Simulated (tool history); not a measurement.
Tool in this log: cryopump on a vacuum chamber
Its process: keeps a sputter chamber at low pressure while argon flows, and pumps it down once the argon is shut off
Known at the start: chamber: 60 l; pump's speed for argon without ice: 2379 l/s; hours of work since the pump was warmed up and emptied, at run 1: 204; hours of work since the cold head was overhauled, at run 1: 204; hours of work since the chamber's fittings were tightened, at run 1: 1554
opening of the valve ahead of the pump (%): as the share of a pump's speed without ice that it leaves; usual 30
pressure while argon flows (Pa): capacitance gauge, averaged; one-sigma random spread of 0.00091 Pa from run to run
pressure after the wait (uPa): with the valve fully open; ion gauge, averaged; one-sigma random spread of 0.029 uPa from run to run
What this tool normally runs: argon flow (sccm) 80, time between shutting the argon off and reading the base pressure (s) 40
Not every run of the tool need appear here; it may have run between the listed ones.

run,day,argon flow (sccm),time between shutting the argon off and reading the base pressure (s),opening of the valve ahead of the pump (%),hours of work since the pump was warmed up and emptied,hours of work since the cold head was overhauled,hours of work since the chamber's fittings were tightened,pressure while argon flows (Pa),pressure after the wait (uPa)
1,0.000,80,40,30,204,204,1554,0.1940,2.37
2,0.621,80,40,30,213,213,1562,0.1949,2.40
3,1.804,80,40,30,229,229,1578,0.1965,2.36
4,2.904,80,40,30,244,244,1593,0.1968,2.46
5,3.462,80,40,30,252,252,1601,0.1928,2.38
6,4.100,80,40,30,260,260,1610,0.1966,2.34
7,4.783,80,40,30,270,270,1619,0.1963,2.38
8,5.975,89,40,30,286,286,1635,0.2174,2.38
9,6.567,89,40,30,294,294,1643,0.2182,2.44
10,7.171,89,40,30,302,302,1652,0.2185,2.43
11,8.121,89,40,30,315,315,1664,0.2211,2.44
12,9.283,89,40,30,331,331,1680,0.2193,2.49
13,10.188,89,40,30,343,343,1693,0.2197,2.44
14,10.900,80,40,18,353,353,1702,0.3222,2.50
15,12.071,131,40,30,369,369,1718,0.3240,2.56
16,13.033,131,40,30,382,382,1731,0.3250,2.58
17,13.608,80,22,30,390,390,1739,0.1984,3.48
18,14.867,42,157,40,407,407,1756,0.0801,1.54
19,15.425,135,40,35,415,415,1764,0.2879,2.54
20,16.438,135,40,35,428,428,1778,0.2894,2.59
21,17.608,135,40,35,444,444,1794,0.2919,2.60
22,18.542,135,40,35,457,457,1806,0.2928,2.59
23,19.267,33,68,29,467,467,1816,0.0862,2.12
24,19.829,33,68,29,475,475,1824,0.0853,2.13
25,20.829,80,62,30,488,488,1838,0.2011,2.19
26,22.108,80,62,30,506,506,1855,0.2004,2.21
27,23.012,80,201,18,518,518,1867,0.3300,1.60
28,23.696,80,201,18,527,527,1877,0.3278,1.62
29,24.829,80,201,18,543,543,1892,0.3298,1.66

The next listed run, before its measurement:
30,25.571,39,201,18,553,553,1902,?,?

Logged for run 30: pressure while argon flows (Pa) 0.1616, pressure after the wait (uPa) 1.65.
Take away the tool's hidden state, keep the run-to-run variation as it was, and the same run would have given pressure while argon flows (Pa) 0.1548, pressure after the wait (uPa) 0.36.
